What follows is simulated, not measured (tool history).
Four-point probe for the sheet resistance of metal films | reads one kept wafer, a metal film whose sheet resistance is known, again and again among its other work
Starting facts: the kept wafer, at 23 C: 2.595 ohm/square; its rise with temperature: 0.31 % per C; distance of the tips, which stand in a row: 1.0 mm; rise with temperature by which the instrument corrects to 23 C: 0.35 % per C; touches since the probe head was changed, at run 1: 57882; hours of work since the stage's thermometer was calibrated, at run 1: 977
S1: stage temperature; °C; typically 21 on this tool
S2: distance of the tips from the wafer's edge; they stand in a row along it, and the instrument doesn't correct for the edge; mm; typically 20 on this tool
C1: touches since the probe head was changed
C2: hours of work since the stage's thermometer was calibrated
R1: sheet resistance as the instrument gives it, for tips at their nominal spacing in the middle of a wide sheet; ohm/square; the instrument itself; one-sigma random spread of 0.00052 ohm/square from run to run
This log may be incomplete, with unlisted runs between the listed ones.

run 1 day=0.000 | S1=21 S2=20 | C1=57882 C2=977 | R1=2.600441
run 2 day=3.212 | S1=21 S2=20 | C1=59487 C2=1022 | R1=2.600569
run 3 day=7.388 | S1=21 S2=20 | C1=61571 C2=1080 | R1=2.600890
run 4 day=11.146 | S1=21 S2=20 | C1=63449 C2=1133 | R1=2.600641
run 5 day=13.154 | S1=20 S2=20 | C1=64452 C2=1161 | R1=2.602319
run 6 day=16.000 | S1=20 S2=20 | C1=65874 C2=1201 | R1=2.601258
run 7 day=19.262 | S1=23 S2=20 | C1=67502 C2=1247 | R1=2.597679
run 8 day=22.754 | S1=25 S2=20 | C1=69247 C2=1296 | R1=2.597195
run 9 day=25.350 | S1=25 S2=20 | C1=70543 C2=1332 | R1=2.596361
run 10 day=29.542 | S1=23 S2=20 | C1=72638 C2=1391 | R1=2.598366
run 11 day=32.962 | S1=23 S2=6 | C1=74346 C2=1439 | R1=2.633502
run 12 day=35.529 | S1=18 S2=6 | C1=75626 C2=1475 | R1=2.638985
run 13 day=38.025 | S1=20 S2=26 | C1=76873 C2=1510 | R1=2.599762
run 14 day=40.954 | S1=20 S2=26 | C1=78338 C2=1551 | R1=2.600109
run 15 day=44.875 | S1=20 S2=26 | C1=80295 C2=1606 | R1=2.599434
run 16 day=48.792 | S1=20 S2=26 | C1=82252 C2=1661 | R1=2.600161
run 17 day=52.192 | S1=21 S2=14 | C1=83949 C2=1708 | R1=2.604149
run 18 day=56.446 | S1=22 S2=63 | C1=86074 C2=1768 | R1=2.596046
run 19 day=60.529 | S1=22 S2=63 | C1=88114 C2=1825 | R1=2.596858
run 20 day=63.212 | S1=22 S2=63 | C1=89454 C2=1863 | R1=2.596551
run 21 day=65.725 | S1=21 S2=52 | C1=90708 C2=1898 | R1=2.597870
run 22 day=67.525 | S1=21 S2=52 | C1=91608 C2=1923 | R1=2.596755

Each row is a separate what-if for the run after 22, all from the same tool condition, not one after another. Results?
run A day=69.842 | S1=32 S2=14 | C1=92765 C2=1956 | R1=?
run B day=69.842 | S1=24 S2=4 | C1=92765 C2=1956 | R1=?
run C day=69.842 | S1=25 S2=28 | C1=92765 C2=1956 | R1=?
run D day=69.842 | S1=22 S2=52 | C1=92765 C2=1956 | R1=?
run E day=69.842 | S1=25 S2=5 | C1=92765 C2=1956 | R1=?

run=A R1=2.593631
run=B R1=2.677772
run=C R1=2.594100
run=D R1=2.596214
run=E R1=2.647469
Take away the tool's hidden state, keep each run's random variation, and the runs would have read:
run=A R1=2.593786
run=B R1=2.677931
run=C R1=2.594254
run=D R1=2.596368
run=E R1=2.647626
